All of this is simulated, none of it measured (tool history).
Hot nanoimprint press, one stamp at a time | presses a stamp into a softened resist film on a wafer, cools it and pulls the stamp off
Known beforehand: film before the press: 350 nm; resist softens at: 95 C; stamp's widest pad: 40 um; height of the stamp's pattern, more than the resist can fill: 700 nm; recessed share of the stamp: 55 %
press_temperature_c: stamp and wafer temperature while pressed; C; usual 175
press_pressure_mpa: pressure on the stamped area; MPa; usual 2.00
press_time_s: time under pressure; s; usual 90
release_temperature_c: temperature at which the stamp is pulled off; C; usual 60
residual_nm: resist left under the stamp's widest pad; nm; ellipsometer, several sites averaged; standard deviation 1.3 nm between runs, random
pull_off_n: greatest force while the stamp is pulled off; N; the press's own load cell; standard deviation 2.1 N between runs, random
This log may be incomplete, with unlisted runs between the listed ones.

| run | hour | press_temperature_c | press_pressure_mpa | press_time_s | release_temperature_c | residual_nm | pull_off_n |
|---|---|---|---|---|---|---|---|
| 1 | 0.0 | 175 | 2.00 | 90 | 60 | 208.0 | 96 |
| 2 | 8.3 | 175 | 2.00 | 66 | 60 | 231.1 | 95 |
| 3 | 17.1 | 175 | 2.00 | 66 | 60 | 227.4 | 96 |
| 4 | 28.1 | 175 | 2.00 | 66 | 60 | 228.2 | 98 |
| 5 | 33.5 | 175 | 2.00 | 90 | 60 | 209.2 | 94 |
| 6 | 39.9 | 175 | 2.00 | 58 | 60 | 239.3 | 97 |
| 7 | 48.5 | 175 | 2.00 | 58 | 60 | 236.4 | 94 |
| 8 | 54.4 | 175 | 2.00 | 90 | 60 | 210.6 | 93 |
| 9 | 59.9 | 175 | 2.00 | 90 | 60 | 208.2 | 94 |
| 10 | 72.0 | 174 | 2.00 | 90 | 60 | 213.2 | 91 |
| 11 | 82.6 | 175 | 2.00 | 90 | 60 | 209.2 | 94 |
| 12 | 96.0 | 175 | 2.00 | 90 | 60 | 208.5 | 93 |
| 13 | 102.7 | 175 | 2.00 | 90 | 60 | 209.5 | 95 |
| 14 | 109.5 | 175 | 2.00 | 102 | 60 | 199.7 | 96 |
| 15 | 118.5 | 175 | 2.00 | 69 | 60 | 224.6 | 90 |
| 16 | 129.4 | 172 | 1.33 | 90 | 60 | 252.8 | 94 |
| 17 | 139.6 | 172 | 1.33 | 90 | 61 | 255.0 | 95 |
| 18 | 148.6 | 172 | 1.33 | 90 | 61 | 253.3 | 91 |
| 19 | 160.5 | 168 | 2.36 | 72 | 47 | 242.4 | 112 |
| 20 | 165.7 | 175 | 2.00 | 173 | 51 | 166.4 | 110 |
| 21 | 176.3 | 175 | 1.50 | 159 | 58 | 196.2 | 95 |
| 22 | 184.4 | 181 | 1.44 | 90 | 65 | 211.3 | 85 |
| 23 | 194.6 | 181 | 1.44 | 90 | 65 | 211.1 | 83 |
| 24 | 201.2 | 181 | 1.44 | 90 | 65 | 212.3 | 83 |
| 25 | 213.0 | 181 | 1.44 | 90 | 65 | 211.7 | 87 |
| 26 | 220.0 | 181 | 1.44 | 90 | 65 | 211.1 | 86 |
| 27 | 231.2 | 181 | 1.44 | 90 | 65 | 212.9 | 86 |
| 28 | 242.6 | 170 | 2.00 | 90 | 51 | 230.5 | 107 |
| 29 | 251.0 | 179 | 1.90 | 72 | 54 | 211.6 | 106 |

Taken out of this log: 1 entry between the listed runs. Where each belongs, and how the hidden state differs across it:
After run 11, before run 12: stamp cleaned and given a new release coat (hour 90.3)
  true temperature over the reading, C: -0.03 -> -0.04; pressure that arrives at the usual setting, %: 99.93 -> 99.92; grip of the stamp's worn release coat, % over a new coat's: 1.9 -> 0
